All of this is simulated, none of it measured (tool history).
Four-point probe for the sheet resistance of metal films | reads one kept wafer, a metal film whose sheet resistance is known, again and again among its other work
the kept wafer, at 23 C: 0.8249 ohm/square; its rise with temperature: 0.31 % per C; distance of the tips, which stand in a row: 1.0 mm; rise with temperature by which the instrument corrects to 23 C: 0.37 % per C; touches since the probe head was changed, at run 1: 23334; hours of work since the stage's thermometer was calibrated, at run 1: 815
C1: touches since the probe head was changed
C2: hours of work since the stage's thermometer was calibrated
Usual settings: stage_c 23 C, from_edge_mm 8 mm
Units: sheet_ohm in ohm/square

Run 1, day 0: usual settings; C1 23334; C2 815. Result: sheet_ohm 0.831887 ohm/square.
Run 2, day 0.7: usual settings but stage_c 34 C; C1 24188; C2 826. Result: sheet_ohm 0.826679 ohm/square.
Run 3, day 1.138: usual settings but stage_c 34 C; C1 24723; C2 832. Result: sheet_ohm 0.826637 ohm/square.
Run 4, day 1.908: usual settings but stage_c 34 C; C1 25660; C2 843. Result: sheet_ohm 0.826377 ohm/square.
Run 5, day 2.408: usual settings; C1 26273; C2 851. Result: sheet_ohm 0.831776 ohm/square.
Run 6, day 2.8: usual settings but from_edge_mm 69 mm; C1 26752; C2 857. Result: sheet_ohm 0.824956 ohm/square.
Run 7, day 3.367: usual settings; C1 27439; C2 865. Result: sheet_ohm 0.832112 ohm/square.
Run 8, day 3.871: usual settings; C1 28058; C2 872. Result: sheet_ohm 0.831932 ohm/square.
Run 9, day 4.608: usual settings; C1 28957; C2 883. Result: sheet_ohm 0.831519 ohm/square.
Run 10, day 5.175: usual settings but stage_c 35 C; C1 29647; C2 891. Result: sheet_ohm 0.826032 ohm/square.
Run 11, day 5.917: usual settings but stage_c 35 C; C1 30553; C2 902. Result: sheet_ohm 0.826333 ohm/square.
Run 12, day 6.746: usual settings; C1 31565; C2 915. Result: sheet_ohm 0.831857 ohm/square.
Run 13, day 7.508: usual settings but stage_c 29 C, from_edge_mm 15 mm; C1 32496; C2 926. Result: sheet_ohm 0.824143 ohm/square.

The next listed run, before its measurement:
Run 14, day 7.879: usual settings but stage_c 35 C, from_edge_mm 5 mm; C1 32947; C2 931. Result: sheet_ohm ?.

{"run 14": {"sheet_ohm": 0.836684}}
Without the tool's hidden state the same run would have given sheet_ohm 0.836792 ohm/square.
